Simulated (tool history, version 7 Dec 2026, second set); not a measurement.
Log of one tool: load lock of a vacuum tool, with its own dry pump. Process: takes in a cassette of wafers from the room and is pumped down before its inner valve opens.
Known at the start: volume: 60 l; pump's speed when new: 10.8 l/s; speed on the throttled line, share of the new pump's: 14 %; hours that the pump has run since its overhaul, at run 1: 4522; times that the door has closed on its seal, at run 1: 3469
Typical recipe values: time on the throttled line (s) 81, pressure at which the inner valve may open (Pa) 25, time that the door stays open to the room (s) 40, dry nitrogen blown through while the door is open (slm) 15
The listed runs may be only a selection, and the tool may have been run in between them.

| run | day | time on the throttled line (s) | pressure at which the inner valve may open (Pa) | time that the door stays open to the room (s) | dry nitrogen blown through while the door is open (slm) | hours that the pump has run since its overhaul | times that the door has closed on its seal | incoming humidity of the room's air, % | time from the closed door until the inner valve may open (s) | rise of the pressure with all valves shut (Pa/min) |
|---|---|---|---|---|---|---|---|---|---|---|
| 1 | 0.000 | 81 | 25 | 40 | 15 | 4522 | 3469 | 44.9 | 115.8 | 0.047 |
| 2 | 2.950 | 81 | 25 | 40 | 15 | 4593 | 3583 | 42.2 | 117.3 | 0.044 |
| 3 | 5.858 | 81 | 25 | 66 | 15 | 4663 | 3695 | 45.3 | 117.4 | 0.067 |
| 4 | 10.725 | 81 | 25 | 105 | 15 | 4780 | 3883 | 41.4 | 115.9 | 0.076 |
| 5 | 16.421 | 81 | 25 | 40 | 15 | 4916 | 4103 | 43.5 | 117.3 | 0.045 |
| 6 | 21.800 | 81 | 25 | 40 | 15 | 5045 | 4310 | 46.4 | 116.9 | 0.052 |
| 7 | 25.529 | 81 | 25 | 155 | 15 | 5135 | 4454 | 42.3 | 117.0 | 0.100 |
| 8 | 29.096 | 81 | 25 | 155 | 15 | 5220 | 4592 | 44.0 | 117.0 | 0.102 |
| 9 | 32.200 | 81 | 25 | 155 | 15 | 5295 | 4712 | 44.6 | 118.4 | 0.105 |
| 10 | 36.646 | 81 | 25 | 40 | 15 | 5402 | 4883 | 43.5 | 118.0 | 0.047 |
| 11 | 42.200 | 81 | 25 | 40 | 15 | 5535 | 5098 | 45.7 | 116.7 | 0.050 |
| 12 | 44.717 | 81 | 25 | 40 | 15 | 5595 | 5195 | 43.3 | 117.2 | 0.049 |
| 13 | 47.696 | 81 | 25 | 41 | 15 | 5667 | 5310 | 46.0 | 116.8 | 0.052 |
| 14 | 51.588 | 81 | 25 | 41 | 15 | 5760 | 5460 | 46.5 | 116.6 | 0.050 |
| 15 | 57.317 | 81 | 37 | 40 | 15 | 5898 | 5681 | 44.6 | 114.3 | 0.046 |
| 16 | 60.225 | 81 | 37 | 40 | 15 | 5968 | 5793 | 44.6 | 113.2 | 0.049 |
| 17 | 62.717 | 81 | 25 | 40 | 15 | 6027 | 5889 | 47.4 | 117.4 | 0.051 |
| 18 | 67.617 | 81 | 25 | 40 | 15 | 6145 | 6078 | 39.8 | 118.0 | 0.046 |
| 19 | 70.442 | 107 | 28 | 25 | 20 | 6213 | 6187 | 49.2 | 139.5 | 0.041 |
| 20 | 73.671 | 52 | 49 | 220 | 15 | 6290 | 6312 | 46.4 | 89.1 | 0.136 |
| 21 | 77.729 | 107 | 25 | 49 | 15 | 6388 | 6468 | 39.8 | 139.0 | 0.054 |
| 22 | 82.779 | 63 | 29 | 49 | 15 | 6509 | 6663 | 46.4 | 100.9 | 0.066 |
| 23 | 86.788 | 63 | 19 | 49 | 19 | 6605 | 6818 | 46.4 | 103.5 | 0.058 |
| 24 | 91.692 | 94 | 19 | 123 | 38 | 6723 | 7007 | 48.2 | 131.0 | 0.071 |
| 25 | 96.912 | 94 | 19 | 123 | 38 | 6848 | 7208 | 45.0 | 131.4 | 0.072 |
| 26 | 101.275 | 94 | 36 | 83 | 38 | 6953 | 7377 | 45.5 | 126.4 | 0.059 |
| 27 | 104.338 | 81 | 25 | 165 | 25 | 7026 | 7495 | 46.7 | 118.9 | 0.103 |
| 28 | 108.004 | 45 | 42 | 53 | 31 | 7114 | 7636 | 44.1 | 85.2 | 0.043 |
| 29 | 113.550 | 142 | 25 | 157 | 23 | 7247 | 7850 | 48.3 | 170.2 | 0.101 |
| 30 | 118.571 | 68 | 24 | 39 | 23 | 7368 | 8044 | 45.6 | 108.1 | 0.051 |
| 31 | 121.242 | 68 | 24 | 39 | 23 | 7432 | 8147 | 42.8 | 107.2 | 0.051 |
| 32 | 125.796 | 68 | 24 | 39 | 23 | 7541 | 8323 | 41.8 | 106.5 | 0.051 |
| 33 | 128.692 | 136 | 48 | 39 | 38 | 7611 | 8434 | 42.3 | 160.2 | 0.041 |
| 34 | 131.142 | 136 | 48 | 39 | 38 | 7670 | 8529 | 44.2 | 160.4 | 0.044 |
| 35 | 135.450 | 81 | 25 | 104 | 14 | 7773 | 8695 | 44.6 | 116.8 | 0.098 |
| 36 | 139.779 | 81 | 25 | 40 | 18 | 7877 | 8862 | 43.1 | 117.7 | 0.056 |

Selected run-to-run steps in time from the closed door until the inner valve may open (s), each split into two signed amounts: the part the tool would show with no hidden state at all (from settings, incoming material and random variation), and the remainder, which goes to the hidden state together with any gauge scatter not common to the measured and the hidden-state-free results:
What the log doesn't record here: pump's speed, % of a new pump's; leak at the door's seal, Pa l/s; drift of the gauge itself on ready_s, %; drift of the gauge itself on rise_pa_min, %.
Run 28 -> 29: time on the throttled line (s) 45 -> 142, pressure at which the inner valve may open (Pa) 42 -> 25, time that the door stays open to the room (s) 53 -> 157, dry nitrogen blown through while the door is open (slm) 31 -> 23. time from the closed door until the inner valve may open (s) +85.0: hidden state -0.8, all else +85.8.
Run 29 -> 30: time on the throttled line (s) 142 -> 68, pressure at which the inner valve may open (Pa) 25 -> 24, time that the door stays open to the room (s) 157 -> 39. time from the closed door until the inner valve may open (s) -62.1: hidden state +0.9, all else -63.0.
Run 32 -> 33: time on the throttled line (s) 68 -> 136, pressure at which the inner valve may open (Pa) 24 -> 48, dry nitrogen blown through while the door is open (slm) 23 -> 38. time from the closed door until the inner valve may open (s) +53.7: hidden state -1.0, all else +54.7.
Run 34 -> 35: time on the throttled line (s) 136 -> 81, pressure at which the inner valve may open (Pa) 48 -> 25, time that the door stays open to the room (s) 39 -> 104, dry nitrogen blown through while the door is open (slm) 38 -> 14. time from the closed door until the inner valve may open (s) -43.6: hidden state +1.0, all else -44.6.
